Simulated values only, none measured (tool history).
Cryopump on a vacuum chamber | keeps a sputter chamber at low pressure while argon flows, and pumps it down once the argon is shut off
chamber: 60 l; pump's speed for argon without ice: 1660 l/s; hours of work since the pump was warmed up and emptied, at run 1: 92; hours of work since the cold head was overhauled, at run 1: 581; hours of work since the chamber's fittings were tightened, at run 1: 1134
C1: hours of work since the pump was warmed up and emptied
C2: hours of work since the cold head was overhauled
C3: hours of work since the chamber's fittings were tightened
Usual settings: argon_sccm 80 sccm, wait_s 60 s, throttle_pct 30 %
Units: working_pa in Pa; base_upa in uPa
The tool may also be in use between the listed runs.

run 1 hour=0.0 | argon_sccm=80 wait_s=60 throttle_pct=30 | C1=92 C2=581 C3=1134 | working_pa=0.2796 base_upa=1.26
run 2 hour=44.9 | argon_sccm=80 wait_s=60 throttle_pct=30 | C1=117 C2=606 C3=1158 | working_pa=0.2799 base_upa=1.29
run 3 hour=64.4 | argon_sccm=80 wait_s=60 throttle_pct=30 | C1=128 C2=616 C3=1169 | working_pa=0.2784 base_upa=1.25
run 4 hour=88.2 | argon_sccm=80 wait_s=60 throttle_pct=30 | C1=141 C2=630 C3=1182 | working_pa=0.2804 base_upa=1.22
run 5 hour=129.1 | argon_sccm=80 wait_s=60 throttle_pct=30 | C1=163 C2=652 C3=1205 | working_pa=0.2811 base_upa=1.31
run 6 hour=157.5 | argon_sccm=80 wait_s=60 throttle_pct=30 | C1=179 C2=668 C3=1220 | working_pa=0.2818 base_upa=1.31
run 7 hour=186.5 | argon_sccm=80 wait_s=60 throttle_pct=30 | C1=195 C2=684 C3=1236 | working_pa=0.2820 base_upa=1.26
run 8 hour=232.3 | argon_sccm=80 wait_s=60 throttle_pct=30 | C1=220 C2=709 C3=1262 | working_pa=0.2861 base_upa=1.23
run 9 hour=256.7 | argon_sccm=80 wait_s=60 throttle_pct=30 | C1=234 C2=722 C3=1275 | working_pa=0.2872 base_upa=1.26
run 10 hour=301.8 | argon_sccm=80 wait_s=60 throttle_pct=30 | C1=259 C2=747 C3=1300 | working_pa=0.2899 base_upa=1.25
run 11 hour=348.1 | argon_sccm=80 wait_s=60 throttle_pct=30 | C1=284 C2=773 C3=1326 | working_pa=0.2887 base_upa=1.32
run 12 hour=384.3 | argon_sccm=35 wait_s=31 throttle_pct=41 | C1=304 C2=793 C3=1346 | working_pa=0.0952 base_upa=2.19
run 13 hour=417.9 | argon_sccm=35 wait_s=31 throttle_pct=41 | C1=323 C2=811 C3=1364 | working_pa=0.0959 base_upa=2.20
run 14 hour=440.6 | argon_sccm=35 wait_s=31 throttle_pct=41 | C1=335 C2=824 C3=1377 | working_pa=0.0961 base_upa=2.23
run 15 hour=481.4 | argon_sccm=121 wait_s=31 throttle_pct=51 | C1=358 C2=846 C3=1399 | working_pa=0.2767 base_upa=2.18
run 16 hour=517.6 | argon_sccm=135 wait_s=60 throttle_pct=20 | C1=378 C2=866 C3=1419 | working_pa=0.7372 base_upa=1.36
run 17 hour=546.3 | argon_sccm=80 wait_s=38 throttle_pct=30 | C1=393 C2=882 C3=1435 | working_pa=0.3000 base_upa=1.90
run 18 hour=580.1 | argon_sccm=80 wait_s=38 throttle_pct=30 | C1=412 C2=901 C3=1454 | working_pa=0.3005 base_upa=1.94
run 19 hour=609.8 | argon_sccm=104 wait_s=22 throttle_pct=30 | C1=428 C2=917 C3=1470 | working_pa=0.3951 base_upa=2.88
run 20 hour=644.5 | argon_sccm=104 wait_s=22 throttle_pct=30 | C1=448 C2=936 C3=1489 | working_pa=0.3972 base_upa=2.92
-- hour=679.3 pump warmed up, emptied and cooled again
run 21 hour=694.6 | argon_sccm=80 wait_s=22 throttle_pct=24 | C1=8 C2=961 C3=1514 | working_pa=0.3433 base_upa=2.78

Measured less the same run without the tool's hidden state. The same run-to-run variation is in both; the gauge's scatter may not be:
The hidden state here: pump's speed, % of a pump's without ice; cold plate's temperature, K; leak into the chamber, uPa l/s; drift of the gauge itself on working_pa, %; drift of the gauge itself on base_upa, %.
run=1 working_pa=+0.0063 base_upa=+0.18
run=2 working_pa=+0.0079 base_upa=+0.19
run=3 working_pa=+0.0083 base_upa=+0.19
run=4 working_pa=+0.0090 base_upa=+0.19
run=5 working_pa=+0.0104 base_upa=+0.21
run=6 working_pa=+0.0115 base_upa=+0.22
run=7 working_pa=+0.0126 base_upa=+0.22
run=8 working_pa=+0.0143 base_upa=+0.22
run=9 working_pa=+0.0152 base_upa=+0.23
run=10 working_pa=+0.0171 base_upa=+0.23
run=11 working_pa=+0.0189 base_upa=+0.25
run=12 working_pa=+0.0089 base_upa=+0.26
run=13 working_pa=+0.0094 base_upa=+0.28
run=14 working_pa=+0.0098 base_upa=+0.29
run=15 working_pa=+0.0365 base_upa=+0.30
run=16 working_pa=+0.0443 base_upa=+0.31
run=17 working_pa=+0.0276 base_upa=+0.31
run=18 working_pa=+0.0291 base_upa=+0.33
run=19 working_pa=+0.0401 base_upa=+0.33
run=20 working_pa=+0.0425 base_upa=+0.34
run=21 working_pa=+0.0016 base_upa=+0.20
